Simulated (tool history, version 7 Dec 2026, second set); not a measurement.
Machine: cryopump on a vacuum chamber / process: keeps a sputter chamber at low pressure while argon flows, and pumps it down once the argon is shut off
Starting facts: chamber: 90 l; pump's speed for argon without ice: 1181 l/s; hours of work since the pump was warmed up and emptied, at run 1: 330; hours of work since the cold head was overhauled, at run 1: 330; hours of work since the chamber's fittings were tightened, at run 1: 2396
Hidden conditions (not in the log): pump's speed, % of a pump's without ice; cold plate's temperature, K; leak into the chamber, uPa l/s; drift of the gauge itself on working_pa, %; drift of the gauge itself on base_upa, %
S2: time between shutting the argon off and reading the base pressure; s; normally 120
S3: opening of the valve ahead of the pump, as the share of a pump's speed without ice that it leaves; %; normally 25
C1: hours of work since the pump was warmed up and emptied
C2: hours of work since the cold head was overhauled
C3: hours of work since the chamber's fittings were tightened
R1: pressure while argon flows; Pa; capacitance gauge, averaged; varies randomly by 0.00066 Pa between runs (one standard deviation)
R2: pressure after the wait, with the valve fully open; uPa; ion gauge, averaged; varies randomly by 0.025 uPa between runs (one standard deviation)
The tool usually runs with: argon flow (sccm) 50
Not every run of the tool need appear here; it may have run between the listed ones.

Run 1, hour 0.0: usual settings; C1 330; C2 330; C3 2396. Result: R1 0.2978 Pa, R2 3.22 uPa.
Run 2, hour 38.1: usual settings; C1 346; C2 346; C3 2411. Result: R1 0.2974 Pa, R2 3.33 uPa.
Run 3, hour 71.3: usual settings but argon flow (sccm) 63; C1 359; C2 359; C3 2425. Result: R1 0.3762 Pa, R2 3.36 uPa.
At hour 82.1: pump warmed up, emptied and cooled again.
Run 4, hour 110.8: usual settings but argon flow (sccm) 63; C1 12; C2 374; C3 2439. Result: R1 0.3608 Pa, R2 2.89 uPa.
Run 5, hour 141.4: usual settings but argon flow (sccm) 63; C1 24; C2 386; C3 2452. Result: R1 0.3606 Pa, R2 2.92 uPa.
Run 6, hour 165.3: usual settings but argon flow (sccm) 63; C1 34; C2 396; C3 2462. Result: R1 0.3632 Pa, R2 2.98 uPa.
Run 7, hour 187.1: usual settings but argon flow (sccm) 63; C1 43; C2 405; C3 2471. Result: R1 0.3623 Pa, R2 3.06 uPa.
Run 8, hour 209.6: usual settings but S3 34 %; C1 53; C2 414; C3 2480. Result: R1 0.2130 Pa, R2 3.01 uPa.
Run 9, hour 232.3: usual settings but S3 34 %; C1 62; C2 424; C3 2489. Result: R1 0.2117 Pa, R2 3.08 uPa.
Run 10, hour 260.6: usual settings; C1 74; C2 435; C3 2501. Result: R1 0.2872 Pa, R2 2.98 uPa.
Run 11, hour 287.9: usual settings; C1 85; C2 447; C3 2512. Result: R1 0.2886 Pa, R2 3.06 uPa.
Run 12, hour 308.3: usual settings; C1 93; C2 455; C3 2521. Result: R1 0.2896 Pa, R2 3.05 uPa.
Run 13, hour 336.3: usual settings but S2 263 s; C1 105; C2 467; C3 2532. Result: R1 0.2883 Pa, R2 2.72 uPa.
Run 14, hour 368.9: usual settings but S2 263 s; C1 118; C2 480; C3 2546. Result: R1 0.2894 Pa, R2 2.76 uPa.
Run 15, hour 387.5: usual settings but S2 263 s; C1 126; C2 488; C3 2553. Result: R1 0.2894 Pa, R2 2.84 uPa.
Run 16, hour 415.4: usual settings but S2 263 s, S3 18 %; C1 138; C2 499; C3 2565. Result: R1 0.4026 Pa, R2 2.81 uPa.
Run 17, hour 451.6: usual settings but argon flow (sccm) 40; C1 153; C2 514; C3 2580. Result: R1 0.2326 Pa, R2 3.21 uPa.
Run 18, hour 477.2: usual settings but argon flow (sccm) 40; C1 163; C2 525; C3 2590. Result: R1 0.2336 Pa, R2 3.16 uPa.
Run 19, hour 517.0: usual settings but argon flow (sccm) 40; C1 179; C2 541; C3 2607. Result: R1 0.2340 Pa, R2 3.20 uPa.
Run 20, hour 548.6: usual settings but argon flow (sccm) 40; C1 193; C2 554; C3 2620. Result: R1 0.2336 Pa, R2 3.38 uPa.
Run 21, hour 573.7: usual settings but argon flow (sccm) 90, S2 27 s, S3 26 %; C1 203; C2 565; C3 2630. Result: R1 0.5087 Pa, R2 5.93 uPa.
Run 22, hour 591.0: usual settings but argon flow (sccm) 68, S2 46 s, S3 58 %; C1 210; C2 572; C3 2637. Result: R1 0.1761 Pa, R2 4.39 uPa.
Run 23, hour 610.9: usual settings but argon flow (sccm) 64, S2 46 s, S3 58 %; C1 218; C2 580; C3 2646. Result: R1 0.1653 Pa, R2 4.46 uPa.
Run 24, hour 633.5: usual settings but argon flow (sccm) 64, S2 46 s, S3 58 %; C1 228; C2 589; C3 2655. Result: R1 0.1666 Pa, R2 4.58 uPa.
Run 25, hour 659.1: usual settings but argon flow (sccm) 66, S2 155 s, S3 16 %; C1 238; C2 600; C3 2666. Result: R1 0.6001 Pa, R2 3.22 uPa.
Run 26, hour 698.0: usual settings but argon flow (sccm) 93, S2 111 s, S3 41 %; C1 254; C2 616; C3 2682. Result: R1 0.3376 Pa, R2 3.49 uPa.
Run 27, hour 735.5: usual settings but argon flow (sccm) 93, S2 111 s, S3 41 %; C1 270; C2 631; C3 2697. Result: R1 0.3402 Pa, R2 3.49 uPa.
Run 28, hour 755.7: usual settings but argon flow (sccm) 93, S2 111 s, S3 41 %; C1 278; C2 640; C3 2705. Result: R1 0.3391 Pa, R2 3.44 uPa.
Run 29, hour 791.1: usual settings but argon flow (sccm) 94, S3 45 %; C1 293; C2 654; C3 2720. Result: R1 0.3161 Pa, R2 3.41 uPa.
Run 30, hour 814.5: usual settings but S3 37 %; C1 302; C2 664; C3 2730. Result: R1 0.2026 Pa, R2 3.55 uPa.
Run 31, hour 835.3: usual settings but S3 37 %; C1 311; C2 673; C3 2738. Result: R1 0.2024 Pa, R2 3.45 uPa.
Run 32, hour 865.7: usual settings but S3 37 %; C1 323; C2 685; C3 2751. Result: R1 0.2030 Pa, R2 3.52 uPa.
Run 33, hour 904.7: usual settings but S2 119 s; C1 340; C2 701; C3 2767. Result: R1 0.2971 Pa, R2 3.62 uPa.
Run 34, hour 934.3: usual settings but argon flow (sccm) 56, S3 51 %; C1 352; C2 713; C3 2779. Result: R1 0.1695 Pa, R2 3.61 uPa.

Across each entry between runs, compare the hidden state at the last listed run before it with the hidden state at the first listed run after it:
Run 3 -> run 4: pump warmed up, emptied and cooled again (hour 82.1)
  pump's speed, % of a pump's without ice: 86.4 -> 99.4; cold plate's temperature, K: 12.23 -> 12.24; leak into the chamber, uPa l/s: 2599 -> 2612
  measured minus no-state result, R1: +0.0147 -> +0.0009 Pa; R2: +2.33 -> +1.92 uPa
